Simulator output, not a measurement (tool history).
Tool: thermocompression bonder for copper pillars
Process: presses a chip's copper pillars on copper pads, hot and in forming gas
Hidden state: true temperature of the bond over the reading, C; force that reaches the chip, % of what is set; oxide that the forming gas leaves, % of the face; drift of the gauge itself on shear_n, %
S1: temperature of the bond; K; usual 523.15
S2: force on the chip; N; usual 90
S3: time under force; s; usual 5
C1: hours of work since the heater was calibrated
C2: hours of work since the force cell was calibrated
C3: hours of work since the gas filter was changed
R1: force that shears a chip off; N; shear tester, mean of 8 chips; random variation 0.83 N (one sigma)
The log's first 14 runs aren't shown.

Run 15, hour 1038.4: usual settings but S1 519.15 K; C1 1067; C2 361; C3 197. Result: R1 64.3 N.
At hour 1047.4: heater calibrated with a thermocouple chip.
At hour 1089.3: forming gas filter changed.
Run 16, hour 1140.1: usual settings but S1 519.15 K; C1 69; C2 435; C3 38. Result: R1 65 N.
Run 17, hour 1238.6: usual settings but S1 519.15 K; C1 142; C2 509; C3 112. Result: R1 63.4 N.
Run 18, hour 1301: usual settings; C1 189; C2 555; C3 158. Result: R1 64.5 N.
At hour 1403.4: forming gas filter changed.
Run 19, hour 1403.4: usual settings; C1 265; C2 632; C3 0. Result: R1 66 N.
Run 20, hour 1468.1: usual settings but S1 544.15 K, S2 80 N, S3 8 s; C1 313; C2 680; C3 48. Result: R1 79.4 N.
Run 21, hour 1528.6: usual settings but S1 544.15 K, S2 80 N, S3 8 s; C1 359; C2 725; C3 94. Result: R1 78.9 N.
Run 22, hour 1596.8: usual settings but S2 110 N; C1 410; C2 776; C3 144. Result: R1 72.4 N.
Run 23, hour 1653.1: usual settings but S2 110 N; C1 452; C2 818; C3 186. Result: R1 70.4 N.
At hour 1713.7: forming gas filter changed.
Run 24, hour 1755.5: usual settings but S1 532.15 K, S2 91 N, S3 9 s; C1 528; C2 894; C3 31. Result: R1 79.6 N.
Run 25, hour 1810.3: usual settings but S1 532.15 K, S2 91 N, S3 9 s; C1 569; C2 935; C3 72. Result: R1 79.5 N.
Run 26, hour 1894.1: usual settings but S1 537.15 K, S3 3 s; C1 631; C2 998; C3 135. Result: R1 61.9 N.
Run 27, hour 1945.6: usual settings but S1 532.15 K, S2 134 N; C1 670; C2 1036; C3 173. Result: R1 80.8 N.
Run 28, hour 2008.5: usual settings but S1 525.15 K, S2 125 N, S3 11 s; C1 717; C2 1083; C3 220. Result: R1 85.5 N.
At hour 2023.8: forming gas filter changed.
Run 29, hour 2050.2: usual settings but S2 78 N, S3 11 s; C1 747; C2 1114; C3 20. Result: R1 74 N.
Run 30, hour 2102: usual settings but S1 517.15 K, S2 87 N, S3 3 s; C1 786; C2 1153; C3 58. Result: R1 54 N.
Run 31, hour 2166: usual settings but S1 514.15 K, S2 72 N, S3 3 s; C1 834; C2 1200; C3 106. Result: R1 45.5 N.
Run 32, hour 2239.7: usual settings but S1 514.15 K, S2 72 N, S3 3 s; C1 889; C2 1255; C3 161. Result: R1 45.3 N.
Run 33, hour 2323.9: usual settings but S1 505.15 K, S2 130 N, S3 3 s; C1 952; C2 1318; C3 224. Result: R1 60.2 N.
At hour 2335.6: forming gas filter changed.
Run 34, hour 2425: usual settings but S1 547.15 K, S2 60 N, S3 3 s; C1 1027; C2 1393; C3 67. Result: R1 54.2 N.
At hour 2490.2: heater calibrated with a thermocouple chip.
Run 35, hour 2502.1: usual settings but S1 533.15 K, S2 73 N, S3 8 s; C1 9; C2 1450; C3 123. Result: R1 71.4 N.
Run 36, hour 2563.3: usual settings but S1 533.15 K, S2 73 N, S3 8 s; C1 55; C2 1495; C3 169. Result: R1 71 N.
Run 37, hour 2619.5: usual settings but S1 514.15 K, S2 96 N, S3 14 s; C1 97; C2 1537; C3 211. Result: R1 79 N.
At hour 2651.8: forming gas filter changed.
Run 38, hour 2695.6: usual settings but S1 514.15 K, S2 96 N, S3 14 s; C1 153; C2 1594; C3 33. Result: R1 78.9 N.

5 ways to go on from here, each from the tool as it stands after run 38. What would each give?
Run A, hour 2744.2: usual settings but S1 514.15 K, S2 96 N, S3 9 s; C1 189; C2 1630; C3 69. Result: R1 ?.
Run B, hour 2744.2: usual settings but S3 14 s; C1 189; C2 1630; C3 69. Result: R1 ?.
Run C, hour 2744.2: usual settings but S3 3 s; C1 189; C2 1630; C3 69. Result: R1 ?.
Run D, hour 2744.2: usual settings but S1 515.15 K, S2 96 N, S3 3 s; C1 189; C2 1630; C3 69. Result: R1 ?.
Run E, hour 2744.2: usual settings but S1 531.15 K; C1 189; C2 1630; C3 69. Result: R1 ?.

run    R1
  A  71.3
  B  82.8
  C  56.7
  D  55.6
  E  69.8
Without the tool's hidden state the same runs would have given:
run    R1
  A  71.4
  B  82.9
  C  56.7
  D  55.7
  E  69.9
